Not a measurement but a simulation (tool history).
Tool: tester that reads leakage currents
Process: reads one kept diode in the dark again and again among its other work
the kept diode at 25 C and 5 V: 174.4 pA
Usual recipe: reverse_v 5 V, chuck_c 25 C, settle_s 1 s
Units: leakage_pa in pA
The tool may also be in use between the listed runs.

run 1 hour=0 | reverse_v=5 chuck_c=25 settle_s=1 | leakage_pa=197.22
run 2 hour=185.3 | reverse_v=5 chuck_c=25 settle_s=1 | leakage_pa=199.09
run 3 hour=291.7 | reverse_v=5 chuck_c=25 settle_s=3.76 | leakage_pa=200.46
run 4 hour=491.5 | reverse_v=5 chuck_c=25 settle_s=3.76 | leakage_pa=201.87
run 5 hour=682.9 | reverse_v=5 chuck_c=25 settle_s=1 | leakage_pa=203.66
run 6 hour=808.3 | reverse_v=5 chuck_c=25 settle_s=1 | leakage_pa=204.16
run 7 hour=917.3 | reverse_v=5 chuck_c=21 settle_s=1 | leakage_pa=157.3
run 8 hour=1006.3 | reverse_v=5 chuck_c=25 settle_s=1 | leakage_pa=207.52
run 9 hour=1153 | reverse_v=5 chuck_c=57 settle_s=1 | leakage_pa=1570.21
-- hour=1217 probe card cleaned and baked
run 10 hour=1277.8 | reverse_v=5 chuck_c=57 settle_s=1 | leakage_pa=1557.22
run 11 hour=1395.6 | reverse_v=5 chuck_c=25 settle_s=1.97 | leakage_pa=195.57
run 12 hour=1555 | reverse_v=5 chuck_c=25 settle_s=1.97 | leakage_pa=198.17
run 13 hour=1675.7 | reverse_v=5 chuck_c=25 settle_s=1.97 | leakage_pa=199.75
-- hour=1799.5 chuck's temperature calibrated
run 14 hour=1865.1 | reverse_v=2.41 chuck_c=30 settle_s=2.28 | leakage_pa=223.97
run 15 hour=1978.6 | reverse_v=2.41 chuck_c=30 settle_s=2.28 | leakage_pa=224.74
run 16 hour=2088.6 | reverse_v=2.41 chuck_c=30 settle_s=2.28 | leakage_pa=226.43
run 17 hour=2199.3 | reverse_v=6.07 chuck_c=38 settle_s=2.51 | leakage_pa=577.49
-- hour=2227.7 tester calibrated
run 18 hour=2313.7 | reverse_v=6.07 chuck_c=38 settle_s=2.51 | leakage_pa=585.27
run 19 hour=2397.8 | reverse_v=6.07 chuck_c=31 settle_s=2.51 | leakage_pa=367.03
-- hour=2460.7 chuck's temperature calibrated, once more
run 20 hour=2537.9 | reverse_v=1.05 chuck_c=23 settle_s=0.31 | leakage_pa=77.97
run 21 hour=2627.1 | reverse_v=1.07 chuck_c=33 settle_s=0.37 | leakage_pa=160.69
run 22 hour=2822.8 | reverse_v=7.26 chuck_c=25 settle_s=1.74 | leakage_pa=217.56
run 23 hour=2964.5 | reverse_v=1.87 chuck_c=24 settle_s=1 | leakage_pa=110.38
run 24 hour=3103.9 | reverse_v=5 chuck_c=59 settle_s=1 | leakage_pa=1638.63
run 25 hour=3270.4 | reverse_v=1.14 chuck_c=59 settle_s=1 | leakage_pa=867.74
run 26 hour=3379.4 | reverse_v=1.14 chuck_c=59 settle_s=1 | leakage_pa=868.56

Forecast each of these 4 alternatives for the next run:
run A hour=3574.9 | reverse_v=2.15 chuck_c=27 settle_s=4.86 | leakage_pa=?
run B hour=3574.9 | reverse_v=5 chuck_c=25 settle_s=9.37 | leakage_pa=?
run C hour=3574.9 | reverse_v=6.25 chuck_c=36 settle_s=2.21 | leakage_pa=?
run D hour=3574.9 | reverse_v=7.54 chuck_c=35 settle_s=2.21 | leakage_pa=?

run=A leakage_pa=148.78
run=B leakage_pa=188.74
run=C leakage_pa=439.98
run=D leakage_pa=449.43
Take away the tool's hidden state, keep each run's random variation, and the runs would have read:
run=A leakage_pa=140.47
run=B leakage_pa=174.02
run=C leakage_pa=416.38
run=D leakage_pa=423.1

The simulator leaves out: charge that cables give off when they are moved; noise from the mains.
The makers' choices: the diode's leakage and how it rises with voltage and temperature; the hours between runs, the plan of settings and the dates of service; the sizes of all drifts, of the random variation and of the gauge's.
